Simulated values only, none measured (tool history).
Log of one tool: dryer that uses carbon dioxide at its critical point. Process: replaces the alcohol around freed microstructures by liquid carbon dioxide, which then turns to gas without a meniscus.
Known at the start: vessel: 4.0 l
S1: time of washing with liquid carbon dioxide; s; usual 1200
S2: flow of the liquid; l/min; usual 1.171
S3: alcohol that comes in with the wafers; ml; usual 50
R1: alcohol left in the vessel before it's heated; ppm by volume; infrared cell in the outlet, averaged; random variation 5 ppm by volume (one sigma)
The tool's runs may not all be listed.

Run 1, hour 0.0: usual settings. Result: R1 97 ppm by volume.
Run 2, hour 11.4: usual settings. Result: R1 105 ppm by volume.
Run 3, hour 21.4: usual settings but S3 37 ml. Result: R1 77 ppm by volume.
Run 4, hour 36.5: usual settings but S3 37 ml. Result: R1 83 ppm by volume.
Run 5, hour 51.4: usual settings but S1 1020 s. Result: R1 193 ppm by volume.
Run 6, hour 67.1: usual settings but S3 28 ml. Result: R1 79 ppm by volume.
Run 7, hour 79.6: usual settings. Result: R1 105 ppm by volume.
Run 8, hour 89.5: usual settings. Result: R1 107 ppm by volume.
Run 9, hour 100.0: usual settings. Result: R1 112 ppm by volume.
Run 10, hour 115.2: usual settings. Result: R1 116 ppm by volume.
Run 11, hour 125.3: usual settings. Result: R1 110 ppm by volume.
Run 12, hour 137.0: usual settings. Result: R1 115 ppm by volume.
Run 13, hour 148.5: usual settings. Result: R1 112 ppm by volume.
Run 14, hour 158.2: usual settings but S3 54 ml. Result: R1 123 ppm by volume.
Run 15, hour 175.0: usual settings. Result: R1 110 ppm by volume.
At hour 179.4: inlet filter changed.
Run 16, hour 190.6: usual settings. Result: R1 101 ppm by volume.
Run 17, hour 202.3: usual settings. Result: R1 81 ppm by volume.
Run 18, hour 218.0: usual settings. Result: R1 86 ppm by volume.
Run 19, hour 235.2: usual settings. Result: R1 105 ppm by volume.
Run 20, hour 252.7: usual settings but S3 82 ml. Result: R1 125 ppm by volume.
Run 21, hour 262.6: usual settings but S3 21 ml. Result: R1 67 ppm by volume.
Run 22, hour 271.4: usual settings but S3 21 ml. Result: R1 64 ppm by volume.
Run 23, hour 280.0: usual settings. Result: R1 99 ppm by volume.
Run 24, hour 289.6: usual settings but S2 1.920 l/min, S3 64 ml. Result: R1 54 ppm by volume.
Run 25, hour 299.2: usual settings but S1 1140 s, S2 0.750 l/min, S3 78 ml. Result: R1 666 ppm by volume.
Run 26, hour 311.4: usual settings but S1 1140 s, S2 0.750 l/min, S3 78 ml. Result: R1 678 ppm by volume.
Run 27, hour 319.4: usual settings but S1 1140 s, S2 0.750 l/min, S3 78 ml. Result: R1 668 ppm by volume.
Run 28, hour 335.8: usual settings but S1 1140 s, S2 0.750 l/min, S3 78 ml. Result: R1 668 ppm by volume.
Run 29, hour 348.7: usual settings but S1 1500 s, S2 1.640 l/min. Result: R1 63 ppm by volume.
Run 30, hour 356.7: usual settings but S1 1500 s, S2 1.640 l/min. Result: R1 62 ppm by volume.
Run 31, hour 368.2: usual settings but S1 1800 s, S2 1.870 l/min, S3 59 ml. Result: R1 58 ppm by volume.
Run 32, hour 385.7: usual settings but S1 1800 s, S2 1.680 l/min, S3 59 ml. Result: R1 60 ppm by volume.
Run 33, hour 398.7: usual settings but S1 1260 s, S2 1.740 l/min, S3 32 ml. Result: R1 59 ppm by volume.
Run 34, hour 410.1: usual settings but S1 1260 s, S2 0.730 l/min, S3 21 ml. Result: R1 201 ppm by volume.
Run 35, hour 426.5: usual settings but S1 1140 s, S2 1.290 l/min, S3 29 ml. Result: R1 84 ppm by volume.
Run 36, hour 443.2: usual settings but S1 840 s, S2 1.050 l/min, S3 29 ml. Result: R1 289 ppm by volume.
Run 37, hour 456.9: usual settings but S1 960 s, S2 1.640 l/min, S3 29 ml. Result: R1 83 ppm by volume.
Run 38, hour 468.6: usual settings but S1 960 s, S2 1.640 l/min, S3 29 ml. Result: R1 78 ppm by volume.
Run 39, hour 480.5: usual settings but S1 1740 s, S2 1.750 l/min, S3 52 ml. Result: R1 55 ppm by volume.
Run 40, hour 489.0: usual settings but S1 1380 s, S2 1.600 l/min, S3 48 ml. Result: R1 66 ppm by volume.
Run 41, hour 500.7: usual settings but S1 1020 s, S2 1.200 l/min, S3 32 ml. Result: R1 142 ppm by volume.
Run 42, hour 513.1: usual settings but S1 1020 s, S2 1.200 l/min, S3 85 ml. Result: R1 253 ppm by volume.
Run 43, hour 529.7: usual settings but S1 1020 s, S2 1.200 l/min, S3 85 ml. Result: R1 263 ppm by volume.
Run 44, hour 543.9: usual settings but S1 1020 s, S2 1.200 l/min, S3 85 ml. Result: R1 260 ppm by volume.
Run 45, hour 553.8: usual settings but S1 1020 s, S2 1.200 l/min, S3 85 ml. Result: R1 245 ppm by volume.

4 ways to go on from here, each from the tool as it stands after run 45. What would each give?
Run A, hour 563.7: usual settings but S1 1560 s, S2 0.980 l/min. Result: R1 ?.
Run B, hour 563.7: usual settings but S1 1080 s, S2 1.260 l/min, S3 72 ml. Result: R1 ?.
Run C, hour 563.7: usual settings but S1 1680 s, S2 1.200 l/min, S3 85 ml. Result: R1 ?.
Run D, hour 563.7: usual settings but S2 1.750 l/min, S3 92 ml. Result: R1 ?.

run   R1
  A  100
  B  162
  C   73
  D   75
Without the tool's hidden state the same runs would have given:
run  R1
  A  26
  B  75
  C   6
  D   8
